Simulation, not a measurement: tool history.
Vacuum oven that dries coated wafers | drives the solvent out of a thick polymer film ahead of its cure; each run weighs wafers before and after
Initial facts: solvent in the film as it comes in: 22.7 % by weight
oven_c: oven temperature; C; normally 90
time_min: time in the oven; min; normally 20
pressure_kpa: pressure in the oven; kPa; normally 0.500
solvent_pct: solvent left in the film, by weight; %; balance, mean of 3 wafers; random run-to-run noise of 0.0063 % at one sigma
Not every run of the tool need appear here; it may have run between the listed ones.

run 1 hour=0.0 | oven_c=90 time_min=20 pressure_kpa=0.500 | solvent_pct=1.682
run 2 hour=8.7 | oven_c=90 time_min=20 pressure_kpa=0.500 | solvent_pct=1.679
run 3 hour=16.6 | oven_c=90 time_min=20 pressure_kpa=0.500 | solvent_pct=1.682
run 4 hour=24.0 | oven_c=90 time_min=20 pressure_kpa=0.500 | solvent_pct=1.677
run 5 hour=38.7 | oven_c=90 time_min=20 pressure_kpa=0.500 | solvent_pct=1.684
run 6 hour=56.4 | oven_c=90 time_min=20 pressure_kpa=0.252 | solvent_pct=1.556
run 7 hour=66.5 | oven_c=90 time_min=20 pressure_kpa=0.252 | solvent_pct=1.549
run 8 hour=84.4 | oven_c=90 time_min=20 pressure_kpa=0.252 | solvent_pct=1.564
run 9 hour=98.1 | oven_c=90 time_min=20 pressure_kpa=0.734 | solvent_pct=1.797
run 10 hour=107.6 | oven_c=90 time_min=20 pressure_kpa=0.500 | solvent_pct=1.693
run 11 hour=122.3 | oven_c=90 time_min=20 pressure_kpa=0.256 | solvent_pct=1.557
run 12 hour=135.7 | oven_c=90 time_min=20 pressure_kpa=0.256 | solvent_pct=1.551
run 13 hour=149.3 | oven_c=90 time_min=20 pressure_kpa=0.500 | solvent_pct=1.685
run 14 hour=165.6 | oven_c=90 time_min=20 pressure_kpa=0.500 | solvent_pct=1.673
run 15 hour=179.8 | oven_c=90 time_min=20 pressure_kpa=0.500 | solvent_pct=1.689
run 16 hour=194.7 | oven_c=90 time_min=20 pressure_kpa=0.627 | solvent_pct=1.746
run 17 hour=211.7 | oven_c=90 time_min=20 pressure_kpa=0.500 | solvent_pct=1.691
run 18 hour=223.9 | oven_c=90 time_min=20 pressure_kpa=0.500 | solvent_pct=1.680
run 19 hour=234.8 | oven_c=90 time_min=15 pressure_kpa=0.500 | solvent_pct=2.902
run 20 hour=249.4 | oven_c=90 time_min=20 pressure_kpa=0.500 | solvent_pct=1.679
run 21 hour=262.1 | oven_c=88 time_min=20 pressure_kpa=0.500 | solvent_pct=2.188
run 22 hour=270.3 | oven_c=88 time_min=20 pressure_kpa=0.500 | solvent_pct=2.194
run 23 hour=279.7 | oven_c=102 time_min=20 pressure_kpa=0.500 | solvent_pct=0.323
run 24 hour=292.6 | oven_c=102 time_min=20 pressure_kpa=0.500 | solvent_pct=0.320
run 25 hour=306.3 | oven_c=102 time_min=20 pressure_kpa=0.500 | solvent_pct=0.333
run 26 hour=321.2 | oven_c=87 time_min=20 pressure_kpa=0.500 | solvent_pct=2.481
run 27 hour=330.8 | oven_c=104 time_min=20 pressure_kpa=0.844 | solvent_pct=0.384
run 28 hour=348.2 | oven_c=87 time_min=20 pressure_kpa=1.707 | solvent_pct=3.136
run 29 hour=361.4 | oven_c=90 time_min=16 pressure_kpa=0.397 | solvent_pct=2.526
run 30 hour=370.0 | oven_c=90 time_min=16 pressure_kpa=0.397 | solvent_pct=2.537
run 31 hour=385.1 | oven_c=82 time_min=20 pressure_kpa=0.500 | solvent_pct=4.234
run 32 hour=397.2 | oven_c=103 time_min=31 pressure_kpa=0.376 | solvent_pct=0.220
run 33 hour=413.1 | oven_c=103 time_min=31 pressure_kpa=0.376 | solvent_pct=0.216
run 34 hour=425.7 | oven_c=77 time_min=20 pressure_kpa=0.500 | solvent_pct=6.432
run 35 hour=441.8 | oven_c=89 time_min=32 pressure_kpa=1.095 | solvent_pct=1.094
run 36 hour=457.2 | oven_c=82 time_min=20 pressure_kpa=1.573 | solvent_pct=4.894
run 37 hour=466.0 | oven_c=90 time_min=22 pressure_kpa=0.500 | solvent_pct=1.391
run 38 hour=478.4 | oven_c=90 time_min=17 pressure_kpa=0.500 | solvent_pct=2.296
run 39 hour=486.1 | oven_c=90 time_min=17 pressure_kpa=0.500 | solvent_pct=2.309
run 40 hour=498.2 | oven_c=90 time_min=17 pressure_kpa=0.500 | solvent_pct=2.310
run 41 hour=507.2 | oven_c=82 time_min=17 pressure_kpa=0.545 | solvent_pct=5.252
run 42 hour=521.3 | oven_c=90 time_min=14 pressure_kpa=0.293 | solvent_pct=3.142
run 43 hour=533.9 | oven_c=95 time_min=33 pressure_kpa=0.579 | solvent_pct=0.424
run 44 hour=551.3 | oven_c=95 time_min=24 pressure_kpa=0.626 | solvent_pct=0.649
run 45 hour=568.0 | oven_c=95 time_min=24 pressure_kpa=0.626 | solvent_pct=0.646
run 46 hour=585.5 | oven_c=79 time_min=34 pressure_kpa=0.306 | solvent_pct=2.464
run 47 hour=598.9 | oven_c=79 time_min=34 pressure_kpa=0.306 | solvent_pct=2.458

Below, some changes in solvent_pct between adjacent runs. For each, the amount present without the hidden state too (settings, incoming material, random variation) and the amount remaining for the hidden state with gauge scatter not shared by both compared results:
Hidden conditions of the tool in this case: true wafer temperature over the reading, C; true pressure over the reading, kPa; drift of the gauge itself on solvent_pct, %.
Run 31 -> 32: oven_c 82 -> 103, time_min 20 -> 31, pressure_kpa 0.500 -> 0.376. solvent_pct -4.014 %: hidden state -0.004, all else -4.010.
Run 33 -> 34: oven_c 103 -> 77, time_min 31 -> 20, pressure_kpa 0.376 -> 0.500. solvent_pct +6.216 %: hidden state +0.005, all else +6.211.
Run 34 -> 35: oven_c 77 -> 89, time_min 20 -> 32, pressure_kpa 0.500 -> 1.095. solvent_pct -5.338 %: hidden state +0.036, all else -5.374.
Run 35 -> 36: oven_c 89 -> 82, time_min 32 -> 20, pressure_kpa 1.095 -> 1.573. solvent_pct +3.800 %: hidden state -0.043, all else +3.843.
Run 42 -> 43: oven_c 90 -> 95, time_min 14 -> 33, pressure_kpa 0.293 -> 0.579. solvent_pct -2.718 %: hidden state +0.063, all else -2.781.
